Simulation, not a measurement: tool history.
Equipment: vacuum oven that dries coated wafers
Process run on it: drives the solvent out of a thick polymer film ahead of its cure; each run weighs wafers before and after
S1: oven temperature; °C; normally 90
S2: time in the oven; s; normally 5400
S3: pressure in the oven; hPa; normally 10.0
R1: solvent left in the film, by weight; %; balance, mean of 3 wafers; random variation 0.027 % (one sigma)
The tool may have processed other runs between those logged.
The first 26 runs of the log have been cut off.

run	hour	S1	S2	S3	R1
27	1251.7	87	3180	33.9	8.74
28	1314.3	90	3000	10.0	7.26
# hour 1346.4: oven's thermocouples calibrated
29	1370.5	90	3000	10.0	7.22
30	1416.2	88	4800	7.4	4.56
31	1447.7	88	4800	7.4	4.58
32	1496.4	81	4800	7.4	6.81
33	1526.0	97	7260	10.0	1.03
34	1589.3	97	7260	10.0	1.06
35	1627.8	98	2760	10.0	5.39
36	1669.6	78	2760	21.4	12.01
37	1719.1	78	3420	9.8	10.13
38	1766.6	78	3420	9.8	10.18
39	1793.7	90	5400	10.0	3.47
40	1858.0	90	9360	10.0	1.28
41	1895.2	94	5160	10.0	2.76
42	1955.8	95	6780	24.5	2.07
43	2011.4	95	6780	24.5	2.08
44	2072.5	80	2760	10.0	11.00
45	2109.8	90	4140	12.4	5.20
46	2154.8	79	4020	6.8	8.59
47	2202.5	79	4020	6.8	8.63

Branching from run 47: 4 alternative next runs. What would each branch give?
A	2235.4	90	4920	15.9	?
B	2235.4	79	4020	6.7	?
C	2235.4	78	4020	6.8	?
D	2235.4	81	2820	18.7	?

run	R1
A	4.21
B	8.64
C	9.11
D	10.77
Without the tool's hidden state the same runs would have given:
run	R1
A	4.21
B	8.63
C	9.10
D	10.76
